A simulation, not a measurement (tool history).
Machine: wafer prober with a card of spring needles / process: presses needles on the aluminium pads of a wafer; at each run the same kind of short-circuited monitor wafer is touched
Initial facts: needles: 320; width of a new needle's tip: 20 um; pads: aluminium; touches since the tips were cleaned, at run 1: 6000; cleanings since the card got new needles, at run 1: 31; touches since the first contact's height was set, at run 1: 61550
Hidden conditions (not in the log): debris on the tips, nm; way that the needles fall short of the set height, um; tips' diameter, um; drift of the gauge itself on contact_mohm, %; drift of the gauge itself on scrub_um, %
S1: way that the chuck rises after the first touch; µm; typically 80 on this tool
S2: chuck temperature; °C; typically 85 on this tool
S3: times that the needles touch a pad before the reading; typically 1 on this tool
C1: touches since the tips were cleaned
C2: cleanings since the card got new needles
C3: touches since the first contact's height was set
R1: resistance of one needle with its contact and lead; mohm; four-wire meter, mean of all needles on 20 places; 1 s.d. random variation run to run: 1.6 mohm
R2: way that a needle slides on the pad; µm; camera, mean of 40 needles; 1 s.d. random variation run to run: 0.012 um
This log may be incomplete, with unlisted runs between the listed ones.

run     day  S1   S2  S3    C1  C2      C3   R1     R2
  1   0.000  80   85   1  6000  31   61550  251  17.13
      0.312  -- tips cleaned on abrasive film
  2   0.912  80   85   1  6298  32   71095  248  17.13
      1.146  -- tips cleaned on abrasive film
  3   1.842  80   85   1  7282  33   80783  252  17.11
      2.096  -- tips cleaned on abrasive film
      2.946  -- tips cleaned on abrasive film
  4   2.946  80   85   1     0  35   92275  161  17.10
      3.804  -- tips cleaned on abrasive film
  5   4.092  80   85   1  2987  36  104229  225  17.10
      4.662  -- tips cleaned on abrasive film
  6   5.121  80   85   1  4811  37  115007  245  17.08
      5.550  -- tips cleaned on abrasive film
      6.417  -- tips cleaned on abrasive film
  7   6.488  80   85   1   761  39  129268  190  17.03
      6.579  -- height of the first contact set anew
      7.338  -- tips cleaned on abrasive film
  8   8.004  80   85   1  7004  40   14899  252  17.19
      8.158  -- tips cleaned on abrasive film
      8.996  -- tips cleaned on abrasive film
  9   9.033  80   85   1   388  42   25607  175  17.19
      9.838  -- tips cleaned on abrasive film
 10  10.162  80   85   1  3372  43   37390  232  17.17
     10.667  -- tips cleaned on abrasive film
 11  11.075  80   85   1  4287  44   46954  241  17.15
     11.575  -- tips cleaned on abrasive film
 12  12.167  80   85   1  6214  45   58341  249  17.16
     12.458  -- tips cleaned on abrasive film
 13  13.071  83  108   2  6420  46   67764  211  17.80
     13.383  -- tips cleaned on abrasive film
 14  13.783  83  108   2  4202  47   75201  202  17.78
     14.212  -- tips cleaned on abrasive film
     15.092  -- tips cleaned on abrasive film
 15  15.092  83  108   2     0  49   88853  170  17.74
     15.929  -- tips cleaned on abrasive film
 16  16.571  83  108   2  6753  50  104332  210  17.75
     16.821  -- tips cleaned on abrasive film
     17.712  -- tips cleaned on abrasive film
 17  17.712  83   68   2     0  52  116203  160  17.72
 18  18.512  86  100   3  8379  52  124582  187  18.37
     18.617  -- tips cleaned on abrasive film
     19.088  -- height of the first contact set anew
     19.521  -- tips cleaned on abrasive film
 19  19.875  99   79   1  3702  54    8195  209  21.31
     20.462  -- tips cleaned on abrasive film
 20  21.088  99   79   1  6531  55   20873  216  21.27
     21.412  -- tips cleaned on abrasive film
 21  21.933  95   79   1  5468  56   29694  225  20.40
     22.296  -- tips cleaned on abrasive film
 22  22.633  92   57   1  3540  57   37005  214  19.73

What if the next run were any one of these 4? Each begins from the tool's condition after run 22:
     23.162  -- tips cleaned on abrasive film
     24.075  -- tips cleaned on abrasive film
  A  24.075  80  85   2   0  59  52039   ?   ?
     23.162  -- tips cleaned on abrasive film
     24.075  -- tips cleaned on abrasive film
  B  24.075  77  32   1   0  59  52039   ?   ?
     23.162  -- tips cleaned on abrasive film
     24.075  -- tips cleaned on abrasive film
  C  24.075  75  27   3   0  59  52039   ?   ?
     23.162  -- tips cleaned on abrasive film
     24.075  -- tips cleaned on abrasive film
  D  24.075  92  86   2   0  59  52039   ?   ?

run   R1     R2
  A  166  17.13
  B  158  16.50
  C  152  16.08
  D  158  19.74
What these runs would have given with no unlogged condition in the tool:
run   R1     R2
  A  161  17.19
  B  148  16.57
  C  148  16.14
  D  153  19.80
